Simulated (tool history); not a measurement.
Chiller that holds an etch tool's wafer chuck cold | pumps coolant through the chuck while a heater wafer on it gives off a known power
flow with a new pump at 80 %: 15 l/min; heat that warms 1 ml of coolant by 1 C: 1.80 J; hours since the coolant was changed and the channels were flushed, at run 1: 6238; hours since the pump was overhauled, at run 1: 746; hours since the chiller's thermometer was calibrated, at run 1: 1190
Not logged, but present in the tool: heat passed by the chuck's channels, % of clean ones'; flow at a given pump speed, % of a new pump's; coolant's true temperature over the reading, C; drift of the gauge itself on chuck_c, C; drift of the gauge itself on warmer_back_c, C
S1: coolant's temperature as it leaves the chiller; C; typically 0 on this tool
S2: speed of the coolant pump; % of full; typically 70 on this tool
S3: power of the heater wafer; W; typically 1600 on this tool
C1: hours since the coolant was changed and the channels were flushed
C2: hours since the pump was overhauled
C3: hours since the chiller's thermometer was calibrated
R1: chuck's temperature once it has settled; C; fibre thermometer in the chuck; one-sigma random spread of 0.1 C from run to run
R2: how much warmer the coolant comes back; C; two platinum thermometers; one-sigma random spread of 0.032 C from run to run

| run | day | S1 | S2 | S3 | C1 | C2 | C3 | R1 | R2 |
|---|---|---|---|---|---|---|---|---|---|
| 1 | 0.000 | 0 | 70 | 1600 | 6238 | 746 | 1190 | 11.5 | 4.16 |
| 2 | 1.642 | 0 | 70 | 1600 | 6277 | 785 | 1229 | 11.8 | 4.16 |
| 3 | 2.688 | 0 | 70 | 1600 | 6302 | 810 | 1254 | 11.5 | 4.15 |
|  | 3.375 | coolant changed, channels flushed |
| 4 | 4.246 | 0 | 70 | 1600 | 21 | 842 | 1286 | 10.4 | 4.11 |
| 5 | 5.742 | 5 | 70 | 1600 | 57 | 877 | 1322 | 15.5 | 4.13 |
| 6 | 7.138 | 5 | 70 | 1600 | 90 | 911 | 1355 | 15.3 | 4.20 |
| 7 | 8.792 | 4 | 70 | 1600 | 130 | 951 | 1395 | 14.4 | 4.15 |
| 8 | 10.821 | 4 | 70 | 1600 | 179 | 999 | 1444 | 14.4 | 4.19 |
| 9 | 12.504 | 4 | 70 | 1600 | 219 | 1040 | 1484 | 14.6 | 4.16 |
| 10 | 14.671 | 0 | 70 | 1301 | 271 | 1092 | 1536 | 8.4 | 3.44 |
| 11 | 16.742 | 0 | 70 | 1301 | 321 | 1141 | 1586 | 8.5 | 3.47 |
| 12 | 18.379 | 0 | 70 | 1301 | 360 | 1181 | 1625 | 8.5 | 3.41 |
| 13 | 19.346 | 0 | 70 | 947 | 383 | 1204 | 1648 | 6.1 | 2.53 |
| 14 | 21.104 | 0 | 70 | 1580 | 426 | 1246 | 1690 | 10.4 | 4.17 |
| 15 | 22.650 | 0 | 70 | 1580 | 463 | 1283 | 1728 | 10.3 | 4.14 |
| 16 | 23.679 | 0 | 70 | 1600 | 487 | 1308 | 1752 | 10.5 | 4.14 |
| 17 | 25.562 | 0 | 63 | 1217 | 532 | 1353 | 1797 | 8.5 | 3.56 |
| 18 | 27.725 | 9 | 82 | 1600 | 584 | 1405 | 1849 | 18.5 | 3.54 |
| 19 | 29.008 | 1 | 79 | 1600 | 615 | 1436 | 1880 | 10.9 | 3.69 |
| 20 | 30.008 | 1 | 79 | 1600 | 639 | 1460 | 1904 | 10.8 | 3.76 |
| 21 | 30.988 | 5 | 66 | 1600 | 663 | 1483 | 1928 | 15.9 | 4.46 |
| 22 | 32.929 | 0 | 70 | 2364 | 709 | 1530 | 1974 | 15.6 | 6.22 |
| 23 | 34.575 | 0 | 70 | 2364 | 749 | 1569 | 2014 | 15.8 | 6.26 |
| 24 | 35.812 | 6 | 73 | 1825 | 779 | 1599 | 2043 | 17.7 | 4.57 |
| 25 | 36.821 | 6 | 73 | 1825 | 803 | 1623 | 2068 | 17.7 | 4.56 |
| 26 | 38.262 | 6 | 73 | 1825 | 837 | 1658 | 2102 | 17.8 | 4.59 |
| 27 | 40.300 | -3 | 73 | 2154 | 886 | 1707 | 2151 | 11.0 | 5.44 |
| 28 | 42.533 | -7 | 95 | 1894 | 940 | 1760 | 2205 | 3.5 | 3.63 |
| 29 | 44.054 | -7 | 91 | 1269 | 976 | 1797 | 2241 | 0.1 | 2.49 |
| 30 | 45.767 | -7 | 91 | 1269 | 1017 | 1838 | 2282 | 0.2 | 2.54 |
| 31 | 47.825 | -10 | 94 | 1263 | 1067 | 1887 | 2332 | -3.1 | 2.48 |
| 32 | 49.112 | -5 | 82 | 858 | 1098 | 1918 | 2363 | 0.0 | 1.97 |

For each run, the measured value with the value that run would have given without the tool's hidden condition subtracted. The run-to-run variation is shared by both, the gauge scatter possibly not:
| run | R1 | R2 |
|---|---|---|
| 1 | +1.3 | +0.06 |
| 2 | +1.3 | +0.06 |
| 3 | +1.3 | +0.07 |
| 4 | +0.1 | +0.07 |
| 5 | +0.1 | +0.08 |
| 6 | +0.1 | +0.08 |
| 7 | +0.0 | +0.09 |
| 8 | +0.1 | +0.09 |
| 9 | +0.1 | +0.09 |
| 10 | +0.1 | +0.07 |
| 11 | +0.1 | +0.08 |
| 12 | +0.1 | +0.08 |
| 13 | +0.1 | +0.06 |
| 14 | +0.2 | +0.11 |
| 15 | +0.1 | +0.10 |
| 16 | +0.1 | +0.11 |
| 17 | +0.1 | +0.10 |
| 18 | +0.1 | +0.10 |
| 19 | +0.2 | +0.11 |
| 20 | +0.1 | +0.11 |
| 21 | +0.2 | +0.13 |
| 22 | +0.4 | +0.19 |
| 23 | +0.4 | +0.20 |
| 24 | +0.2 | +0.15 |
| 25 | +0.3 | +0.14 |
| 26 | +0.3 | +0.16 |
| 27 | +0.4 | +0.19 |
| 28 | +0.2 | +0.13 |
| 29 | +0.1 | +0.09 |
| 30 | +0.2 | +0.09 |
| 31 | +0.2 | +0.10 |
| 32 | +0.1 | +0.07 |
